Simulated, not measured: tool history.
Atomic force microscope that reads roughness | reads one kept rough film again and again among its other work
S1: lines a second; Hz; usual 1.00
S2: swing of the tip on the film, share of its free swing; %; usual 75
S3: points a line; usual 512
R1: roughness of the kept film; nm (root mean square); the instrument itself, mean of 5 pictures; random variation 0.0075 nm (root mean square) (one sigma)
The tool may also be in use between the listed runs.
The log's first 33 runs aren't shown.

{"run": 34, "day": 12.046, "S1": 1.02, "S2": 65, "S3": 950, "R1": 1.532}
{"run": 35, "day": 12.404, "S1": 0.75, "S2": 75, "S3": 278, "R1": 1.467}
{"run": 36, "day": 12.783, "S1": 0.75, "S2": 75, "S3": 278, "R1": 1.43}
{"run": 37, "day": 13.321, "S1": 0.99, "S2": 75, "S3": 605, "R1": 1.413}
{"run": 38, "day": 13.871, "S1": 0.99, "S2": 75, "S3": 605, "R1": 1.399}
{"run": 39, "day": 14.271, "S1": 0.99, "S2": 75, "S3": 605, "R1": 1.39}
{"run": 40, "day": 14.662, "S1": 1.66, "S2": 55, "S3": 334, "R1": 1.377}
{"run": 41, "day": 15.0, "S1": 1.0, "S2": 75, "S3": 512, "R1": 1.342}
{"run": 42, "day": 15.242, "S1": 0.61, "S2": 65, "S3": 812, "R1": 1.389}
{"run": 43, "day": 15.483, "S1": 0.61, "S2": 65, "S3": 812, "R1": 1.366}
{"run": 44, "day": 15.929, "S1": 0.61, "S2": 57, "S3": 295, "R1": 1.326}
{"run": 45, "day": 16.296, "S1": 0.61, "S2": 57, "S3": 295, "R1": 1.309}
{"run": 46, "day": 16.817, "S1": 0.61, "S2": 57, "S3": 295, "R1": 1.283}
{"run": 47, "day": 17.304, "S1": 3.35, "S2": 75, "S3": 512, "R1": 1.106}
{"run": 48, "day": 17.7, "S1": 1.6, "S2": 72, "S3": 512, "R1": 1.207}
{"run": 49, "day": 17.954, "S1": 3.68, "S2": 84, "S3": 456, "R1": 0.965}
{"run": 50, "day": 18.429, "S1": 3.68, "S2": 84, "S3": 456, "R1": 0.956}
{"run": 51, "day": 18.904, "S1": 0.83, "S2": 89, "S3": 376, "R1": 1.135}
{"run": 52, "day": 19.458, "S1": 1.0, "S2": 83, "S3": 273, "R1": 1.107}
{"day": 19.554, "done": "new tip fitted"}
{"run": 53, "day": 19.788, "S1": 0.72, "S2": 67, "S3": 273, "R1": 1.595}

3 ways to go on from here, each from the tool as it stands after run 53. What would each give?
{"run": "A", "day": 20.2, "S1": 1.38, "S2": 75, "S3": 584, "R1": "?"}
{"run": "B", "day": 20.2, "S1": 0.72, "S2": 75, "S3": 512, "R1": "?"}
{"run": "C", "day": 20.2, "S1": 1.0, "S2": 75, "S3": 732, "R1": "?"}

run=A R1=1.525
run=B R1=1.579
run=C R1=1.556
Without the tool's hidden state the same runs would have given:
run=A R1=1.557
run=B R1=1.613
run=C R1=1.589
